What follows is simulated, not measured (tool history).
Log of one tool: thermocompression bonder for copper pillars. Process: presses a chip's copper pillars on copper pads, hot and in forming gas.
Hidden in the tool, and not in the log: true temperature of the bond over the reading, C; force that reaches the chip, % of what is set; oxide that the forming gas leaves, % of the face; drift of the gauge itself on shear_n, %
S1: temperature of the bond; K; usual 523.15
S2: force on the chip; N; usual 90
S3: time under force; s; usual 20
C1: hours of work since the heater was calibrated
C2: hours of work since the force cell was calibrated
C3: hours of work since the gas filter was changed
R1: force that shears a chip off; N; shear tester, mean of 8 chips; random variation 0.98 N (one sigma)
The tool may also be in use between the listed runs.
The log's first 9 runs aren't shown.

run   hour      S1  S2  S3   C1   C2   C3    R1
 10  434.4  523.15  78  20  794  794   40  83.4
 11  465.6  523.15  78  20  811  811   57  83.4
     505.6  -- force cell calibrated
 12  508.2  523.15  78  20  833    1   79  79.1
 13    538  523.15  55  20  849   17   95  68.4
 14  586.7  523.15  55  20  875   43  121  65.8
 15  637.1  523.15  55  20  902   70  148  65.9
 16  681.1  523.15  90  20  925   94  171    80
 17  733.9  523.15  90  20  953  122  199    80
 18  779.2  523.15  90  20  978  146  223  78.6
     798.9  -- forming gas filter changed
 19  806.8  523.15  72  20  992  160    4  82.7
     812.6  -- heater calibrated with a thermocouple chip
 20  854.8  523.15  72  20   23  185   29  81.5
 21    896  521.15  64  30   45  207   51  84.8

Run 22 comes next. What will it give?
 22  928.3  521.15  64  30  62  224  68   ?

R1: 84.3 N
Without the tool's hidden state the same run would have given R1 80.6 N.

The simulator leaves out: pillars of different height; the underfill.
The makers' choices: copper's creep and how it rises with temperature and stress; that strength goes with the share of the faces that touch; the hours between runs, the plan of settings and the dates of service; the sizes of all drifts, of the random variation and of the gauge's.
